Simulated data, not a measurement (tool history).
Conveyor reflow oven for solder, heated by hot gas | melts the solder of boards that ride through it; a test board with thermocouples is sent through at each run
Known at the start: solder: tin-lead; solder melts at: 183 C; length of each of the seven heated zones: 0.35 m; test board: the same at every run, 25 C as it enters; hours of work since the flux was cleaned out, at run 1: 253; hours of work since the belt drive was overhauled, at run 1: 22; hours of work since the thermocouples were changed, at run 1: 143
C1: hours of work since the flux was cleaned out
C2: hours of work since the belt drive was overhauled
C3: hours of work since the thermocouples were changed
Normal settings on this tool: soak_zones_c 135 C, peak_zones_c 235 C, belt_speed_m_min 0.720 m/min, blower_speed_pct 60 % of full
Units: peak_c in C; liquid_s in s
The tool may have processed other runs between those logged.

{"run": 1, "day": 0.0, "soak_zones_c": 135, "peak_zones_c": 235, "belt_speed_m_min": 0.72, "blower_speed_pct": 60, "C1": 253, "C2": 22, "C3": 143, "peak_c": 216.5, "liquid_s": 42.22}
{"run": 2, "day": 1.125, "soak_zones_c": 135, "peak_zones_c": 235, "belt_speed_m_min": 0.72, "blower_speed_pct": 60, "C1": 267, "C2": 36, "C3": 158, "peak_c": 216.4, "liquid_s": 42.15}
{"run": 3, "day": 2.375, "soak_zones_c": 135, "peak_zones_c": 235, "belt_speed_m_min": 0.72, "blower_speed_pct": 60, "C1": 283, "C2": 52, "C3": 174, "peak_c": 216.37, "liquid_s": 42.15}
{"run": 4, "day": 3.1, "soak_zones_c": 135, "peak_zones_c": 247, "belt_speed_m_min": 0.72, "blower_speed_pct": 60, "C1": 292, "C2": 61, "C3": 183, "peak_c": 226.63, "liquid_s": 47.74}
{"run": 5, "day": 3.671, "soak_zones_c": 148, "peak_zones_c": 235, "belt_speed_m_min": 0.72, "blower_speed_pct": 60, "C1": 300, "C2": 69, "C3": 190, "peak_c": 218.64, "liquid_s": 47.32}
{"day": 4.75, "done": "flux residue cleaned out of gas plates and filters"}
{"run": 6, "day": 4.75, "soak_zones_c": 148, "peak_zones_c": 235, "belt_speed_m_min": 0.72, "blower_speed_pct": 60, "C1": 0, "C2": 80, "C3": 201, "peak_c": 219.7, "liquid_s": 48.01}
{"run": 7, "day": 5.338, "soak_zones_c": 148, "peak_zones_c": 235, "belt_speed_m_min": 0.72, "blower_speed_pct": 60, "C1": 8, "C2": 87, "C3": 209, "peak_c": 219.51, "liquid_s": 47.96}
{"run": 8, "day": 6.396, "soak_zones_c": 135, "peak_zones_c": 235, "belt_speed_m_min": 0.72, "blower_speed_pct": 60, "C1": 21, "C2": 101, "C3": 223, "peak_c": 217.19, "liquid_s": 42.9}
{"run": 9, "day": 7.625, "soak_zones_c": 135, "peak_zones_c": 225, "belt_speed_m_min": 0.72, "blower_speed_pct": 60, "C1": 37, "C2": 117, "C3": 238, "peak_c": 208.63, "liquid_s": 37.23}
{"run": 10, "day": 8.338, "soak_zones_c": 135, "peak_zones_c": 225, "belt_speed_m_min": 0.72, "blower_speed_pct": 60, "C1": 46, "C2": 126, "C3": 247, "peak_c": 208.5, "liquid_s": 37.19}
{"run": 11, "day": 9.35, "soak_zones_c": 146, "peak_zones_c": 235, "belt_speed_m_min": 0.72, "blower_speed_pct": 60, "C1": 59, "C2": 139, "C3": 260, "peak_c": 219.1, "liquid_s": 47.1}
{"run": 12, "day": 10.4, "soak_zones_c": 146, "peak_zones_c": 235, "belt_speed_m_min": 0.72, "blower_speed_pct": 60, "C1": 72, "C2": 152, "C3": 274, "peak_c": 218.94, "liquid_s": 47.07}
{"run": 13, "day": 11.471, "soak_zones_c": 146, "peak_zones_c": 235, "belt_speed_m_min": 0.72, "blower_speed_pct": 60, "C1": 86, "C2": 166, "C3": 288, "peak_c": 218.99, "liquid_s": 47.09}
{"run": 14, "day": 12.125, "soak_zones_c": 135, "peak_zones_c": 235, "belt_speed_m_min": 0.72, "blower_speed_pct": 60, "C1": 94, "C2": 174, "C3": 296, "peak_c": 217.02, "liquid_s": 42.73}
{"run": 15, "day": 13.375, "soak_zones_c": 135, "peak_zones_c": 235, "belt_speed_m_min": 0.72, "blower_speed_pct": 60, "C1": 111, "C2": 190, "C3": 312, "peak_c": 216.88, "liquid_s": 42.76}
{"run": 16, "day": 14.167, "soak_zones_c": 135, "peak_zones_c": 234, "belt_speed_m_min": 0.72, "blower_speed_pct": 60, "C1": 121, "C2": 201, "C3": 322, "peak_c": 216.04, "liquid_s": 42.23}
{"run": 17, "day": 15.038, "soak_zones_c": 135, "peak_zones_c": 235, "belt_speed_m_min": 0.72, "blower_speed_pct": 87, "C1": 132, "C2": 212, "C3": 333, "peak_c": 223.15, "liquid_s": 47.01}
{"run": 18, "day": 15.692, "soak_zones_c": 145, "peak_zones_c": 246, "belt_speed_m_min": 0.671, "blower_speed_pct": 60, "C1": 140, "C2": 220, "C3": 342, "peak_c": 230.48, "liquid_s": 56.15}
{"run": 19, "day": 17.012, "soak_zones_c": 145, "peak_zones_c": 246, "belt_speed_m_min": 0.671, "blower_speed_pct": 60, "C1": 157, "C2": 237, "C3": 359, "peak_c": 230.18, "liquid_s": 56.17}
{"run": 20, "day": 17.788, "soak_zones_c": 145, "peak_zones_c": 246, "belt_speed_m_min": 0.671, "blower_speed_pct": 60, "C1": 167, "C2": 247, "C3": 369, "peak_c": 230.32, "liquid_s": 56.14}
{"run": 21, "day": 18.404, "soak_zones_c": 123, "peak_zones_c": 230, "belt_speed_m_min": 0.732, "blower_speed_pct": 76, "C1": 175, "C2": 255, "C3": 376, "peak_c": 214.1, "liquid_s": 38.34}
{"run": 22, "day": 18.996, "soak_zones_c": 135, "peak_zones_c": 235, "belt_speed_m_min": 0.753, "blower_speed_pct": 59, "C1": 183, "C2": 262, "C3": 384, "peak_c": 214.84, "liquid_s": 39.35}
{"run": 23, "day": 19.988, "soak_zones_c": 135, "peak_zones_c": 236, "belt_speed_m_min": 0.754, "blower_speed_pct": 59, "C1": 195, "C2": 275, "C3": 397, "peak_c": 215.58, "liquid_s": 39.75}
{"run": 24, "day": 20.738, "soak_zones_c": 135, "peak_zones_c": 236, "belt_speed_m_min": 0.754, "blower_speed_pct": 59, "C1": 205, "C2": 285, "C3": 406, "peak_c": 215.4, "liquid_s": 39.75}
{"run": 25, "day": 21.779, "soak_zones_c": 148, "peak_zones_c": 229, "belt_speed_m_min": 0.686, "blower_speed_pct": 71, "C1": 218, "C2": 298, "C3": 420, "peak_c": 217.23, "liquid_s": 49.98}
{"run": 26, "day": 22.467, "soak_zones_c": 148, "peak_zones_c": 229, "belt_speed_m_min": 0.686, "blower_speed_pct": 71, "C1": 227, "C2": 307, "C3": 428, "peak_c": 217.19, "liquid_s": 49.97}
{"run": 27, "day": 23.058, "soak_zones_c": 148, "peak_zones_c": 229, "belt_speed_m_min": 0.686, "blower_speed_pct": 71, "C1": 235, "C2": 315, "C3": 436, "peak_c": 217.28, "liquid_s": 49.95}
{"run": 28, "day": 23.946, "soak_zones_c": 148, "peak_zones_c": 229, "belt_speed_m_min": 0.686, "blower_speed_pct": 71, "C1": 246, "C2": 326, "C3": 447, "peak_c": 217.27, "liquid_s": 49.98}
{"run": 29, "day": 24.992, "soak_zones_c": 139, "peak_zones_c": 235, "belt_speed_m_min": 0.794, "blower_speed_pct": 56, "C1": 259, "C2": 339, "C3": 461, "peak_c": 212.45, "liquid_s": 36.47}

Describe how what the log doesn't record of the tool's condition differs between the last listed run preceding each entry between runs and the first listed run following it.
Logged between run 5 and run 6: flux residue cleaned out of gas plates and filters (day 4.750)
  heat that the gas passes to the board, % of a clean oven's: 95.1 -> 99.9; belt's true speed, % of the reading: 99.94 -> 99.92; true gas temperature in zones 6 and 7 over the reading, C: -0.55 -> -0.56
  what was measured, less what the result would be without the hidden state, peak_c: -1.44 -> -0.49 C; liquid_s: -0.87 -> -0.21 s
